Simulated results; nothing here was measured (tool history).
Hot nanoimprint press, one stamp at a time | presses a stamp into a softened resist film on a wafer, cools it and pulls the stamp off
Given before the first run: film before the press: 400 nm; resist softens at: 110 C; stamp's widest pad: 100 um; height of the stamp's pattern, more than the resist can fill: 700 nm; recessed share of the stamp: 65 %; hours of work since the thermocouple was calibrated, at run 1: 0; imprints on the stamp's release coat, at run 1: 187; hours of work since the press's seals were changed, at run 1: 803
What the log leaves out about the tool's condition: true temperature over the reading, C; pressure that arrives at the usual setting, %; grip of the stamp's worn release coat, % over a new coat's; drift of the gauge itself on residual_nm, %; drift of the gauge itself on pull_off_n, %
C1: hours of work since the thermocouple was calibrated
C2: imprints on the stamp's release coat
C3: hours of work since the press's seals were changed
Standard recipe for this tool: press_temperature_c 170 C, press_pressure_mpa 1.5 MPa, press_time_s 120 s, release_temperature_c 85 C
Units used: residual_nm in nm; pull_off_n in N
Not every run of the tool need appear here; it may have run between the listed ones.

{"run": 1, "hour": 0.0, "press_temperature_c": 170, "press_pressure_mpa": 1.5, "press_time_s": 120, "release_temperature_c": 85, "C1": 0, "C2": 187, "C3": 803, "residual_nm": 167.5, "pull_off_n": 135}
{"run": 2, "hour": 42.2, "press_temperature_c": 170, "press_pressure_mpa": 1.5, "press_time_s": 120, "release_temperature_c": 85, "C1": 25, "C2": 322, "C3": 827, "residual_nm": 168.6, "pull_off_n": 137}
{"run": 3, "hour": 71.7, "press_temperature_c": 170, "press_pressure_mpa": 1.5, "press_time_s": 76, "release_temperature_c": 85, "C1": 42, "C2": 417, "C3": 844, "residual_nm": 197.6, "pull_off_n": 136}
{"run": 4, "hour": 115.0, "press_temperature_c": 170, "press_pressure_mpa": 1.5, "press_time_s": 76, "release_temperature_c": 85, "C1": 67, "C2": 555, "C3": 869, "residual_nm": 200.6, "pull_off_n": 138}
{"run": 5, "hour": 163.0, "press_temperature_c": 170, "press_pressure_mpa": 1.5, "press_time_s": 76, "release_temperature_c": 85, "C1": 95, "C2": 709, "C3": 897, "residual_nm": 197.6, "pull_off_n": 140}
{"run": 6, "hour": 209.0, "press_temperature_c": 170, "press_pressure_mpa": 1.5, "press_time_s": 120, "release_temperature_c": 85, "C1": 122, "C2": 857, "C3": 924, "residual_nm": 167.1, "pull_off_n": 138}
{"hour": 223.2, "done": "stamp cleaned and given a new release coat"}
{"run": 7, "hour": 263.2, "press_temperature_c": 170, "press_pressure_mpa": 1.5, "press_time_s": 120, "release_temperature_c": 91, "C1": 150, "C2": 128, "C3": 952, "residual_nm": 166.6, "pull_off_n": 125}
{"run": 8, "hour": 304.4, "press_temperature_c": 170, "press_pressure_mpa": 1.5, "press_time_s": 120, "release_temperature_c": 73, "C1": 174, "C2": 260, "C3": 976, "residual_nm": 166, "pull_off_n": 166}
{"run": 9, "hour": 332.2, "press_temperature_c": 170, "press_pressure_mpa": 1.5, "press_time_s": 120, "release_temperature_c": 73, "C1": 190, "C2": 349, "C3": 992, "residual_nm": 166.1, "pull_off_n": 166}
{"run": 10, "hour": 364.1, "press_temperature_c": 170, "press_pressure_mpa": 1.5, "press_time_s": 156, "release_temperature_c": 85, "C1": 208, "C2": 451, "C3": 1011, "residual_nm": 149, "pull_off_n": 138}
{"run": 11, "hour": 413.1, "press_temperature_c": 170, "press_pressure_mpa": 1.5, "press_time_s": 156, "release_temperature_c": 85, "C1": 237, "C2": 608, "C3": 1040, "residual_nm": 149.5, "pull_off_n": 140}
{"run": 12, "hour": 456.3, "press_temperature_c": 170, "press_pressure_mpa": 1.5, "press_time_s": 156, "release_temperature_c": 85, "C1": 262, "C2": 747, "C3": 1065, "residual_nm": 151.3, "pull_off_n": 140}
{"run": 13, "hour": 493.1, "press_temperature_c": 170, "press_pressure_mpa": 1.5, "press_time_s": 120, "release_temperature_c": 85, "C1": 284, "C2": 865, "C3": 1086, "residual_nm": 166.1, "pull_off_n": 142}
{"hour": 502.8, "done": "stamp cleaned and given a new release coat"}
{"run": 14, "hour": 534.8, "press_temperature_c": 170, "press_pressure_mpa": 1.5, "press_time_s": 120, "release_temperature_c": 85, "C1": 304, "C2": 102, "C3": 1107, "residual_nm": 165.9, "pull_off_n": 139}
{"run": 15, "hour": 561.3, "press_temperature_c": 170, "press_pressure_mpa": 1.5, "press_time_s": 120, "release_temperature_c": 85, "C1": 320, "C2": 187, "C3": 1122, "residual_nm": 164.9, "pull_off_n": 139}
{"run": 16, "hour": 589.6, "press_temperature_c": 170, "press_pressure_mpa": 1.5, "press_time_s": 120, "release_temperature_c": 85, "C1": 336, "C2": 278, "C3": 1139, "residual_nm": 167.1, "pull_off_n": 137}
{"run": 17, "hour": 629.7, "press_temperature_c": 165, "press_pressure_mpa": 1.46, "press_time_s": 104, "release_temperature_c": 85, "C1": 360, "C2": 406, "C3": 1162, "residual_nm": 236.3, "pull_off_n": 137}
{"run": 18, "hour": 675.1, "press_temperature_c": 165, "press_pressure_mpa": 1.54, "press_time_s": 104, "release_temperature_c": 85, "C1": 386, "C2": 552, "C3": 1189, "residual_nm": 233.1, "pull_off_n": 141}
{"hour": 701.7, "done": "plate thermocouple calibrated"}
{"run": 19, "hour": 719.5, "press_temperature_c": 165, "press_pressure_mpa": 1.54, "press_time_s": 104, "release_temperature_c": 85, "C1": 10, "C2": 685, "C3": 1213, "residual_nm": 236.3, "pull_off_n": 141}
{"run": 20, "hour": 743.4, "press_temperature_c": 182, "press_pressure_mpa": 1.15, "press_time_s": 194, "release_temperature_c": 85, "C1": 24, "C2": 761, "C3": 1227, "residual_nm": 69.8, "pull_off_n": 144}
{"hour": 756.9, "done": "press's hydraulic seals changed and the load cell set to zero"}
{"hour": 795.5, "done": "stamp cleaned and given a new release coat"}
{"run": 21, "hour": 802.8, "press_temperature_c": 182, "press_pressure_mpa": 1.05, "press_time_s": 194, "release_temperature_c": 85, "C1": 51, "C2": 24, "C3": 23, "residual_nm": 72.3, "pull_off_n": 144}
{"run": 22, "hour": 849.8, "press_temperature_c": 182, "press_pressure_mpa": 1.05, "press_time_s": 194, "release_temperature_c": 85, "C1": 78, "C2": 174, "C3": 51, "residual_nm": 72.8, "pull_off_n": 144}
{"run": 23, "hour": 883.3, "press_temperature_c": 171, "press_pressure_mpa": 1.05, "press_time_s": 198, "release_temperature_c": 72, "C1": 98, "C2": 282, "C3": 70, "residual_nm": 149.9, "pull_off_n": 170}
{"run": 24, "hour": 907.4, "press_temperature_c": 171, "press_pressure_mpa": 1.05, "press_time_s": 198, "release_temperature_c": 72, "C1": 112, "C2": 359, "C3": 84, "residual_nm": 148.9, "pull_off_n": 170}
{"run": 25, "hour": 956.3, "press_temperature_c": 171, "press_pressure_mpa": 1.05, "press_time_s": 198, "release_temperature_c": 72, "C1": 140, "C2": 515, "C3": 113, "residual_nm": 148.7, "pull_off_n": 171}
{"run": 26, "hour": 1000.2, "press_temperature_c": 171, "press_pressure_mpa": 1.05, "press_time_s": 198, "release_temperature_c": 73, "C1": 166, "C2": 656, "C3": 138, "residual_nm": 150.1, "pull_off_n": 170}
{"run": 27, "hour": 1050.9, "press_temperature_c": 181, "press_pressure_mpa": 1.67, "press_time_s": 120, "release_temperature_c": 85, "C1": 195, "C2": 819, "C3": 168, "residual_nm": 77.5, "pull_off_n": 142}
{"hour": 1076.1, "done": "stamp cleaned and given a new release coat"}
{"run": 28, "hour": 1079.7, "press_temperature_c": 181, "press_pressure_mpa": 1.67, "press_time_s": 63, "release_temperature_c": 93, "C1": 208, "C2": 12, "C3": 181, "residual_nm": 103.6, "pull_off_n": 124}
{"run": 29, "hour": 1127.3, "press_temperature_c": 181, "press_pressure_mpa": 1.67, "press_time_s": 63, "release_temperature_c": 93, "C1": 236, "C2": 164, "C3": 209, "residual_nm": 102.4, "pull_off_n": 120}
{"run": 30, "hour": 1159.9, "press_temperature_c": 181, "press_pressure_mpa": 1.67, "press_time_s": 63, "release_temperature_c": 93, "C1": 255, "C2": 269, "C3": 228, "residual_nm": 102.8, "pull_off_n": 122}
{"run": 31, "hour": 1183.8, "press_temperature_c": 176, "press_pressure_mpa": 1.23, "press_time_s": 238, "release_temperature_c": 76, "C1": 269, "C2": 345, "C3": 242, "residual_nm": 91.5, "pull_off_n": 159}

Alternative continuations, all from the tool just after run 31; predict every row:
{"run": "A", "hour": 1215.6, "press_temperature_c": 176, "press_pressure_mpa": 1.23, "press_time_s": 118, "release_temperature_c": 71, "C1": 288, "C2": 447, "C3": 260, "residual_nm": "?", "pull_off_n": "?"}
{"run": "B", "hour": 1215.6, "press_temperature_c": 180, "press_pressure_mpa": 1.53, "press_time_s": 97, "release_temperature_c": 76, "C1": 288, "C2": 447, "C3": 260, "residual_nm": "?", "pull_off_n": "?"}
{"run": "C", "hour": 1215.6, "press_temperature_c": 166, "press_pressure_mpa": 1.52, "press_time_s": 80, "release_temperature_c": 76, "C1": 288, "C2": 447, "C3": 260, "residual_nm": "?", "pull_off_n": "?"}

run=A residual_nm=123.7 pull_off_n=165
run=B residual_nm=93.5 pull_off_n=157
run=C residual_nm=247.5 pull_off_n=158
The same runs, with their run-to-run variation unchanged, on a tool lacking any hidden condition would have given:
run=A residual_nm=124 pull_off_n=165
run=B residual_nm=93.7 pull_off_n=157
run=C residual_nm=248 pull_off_n=158
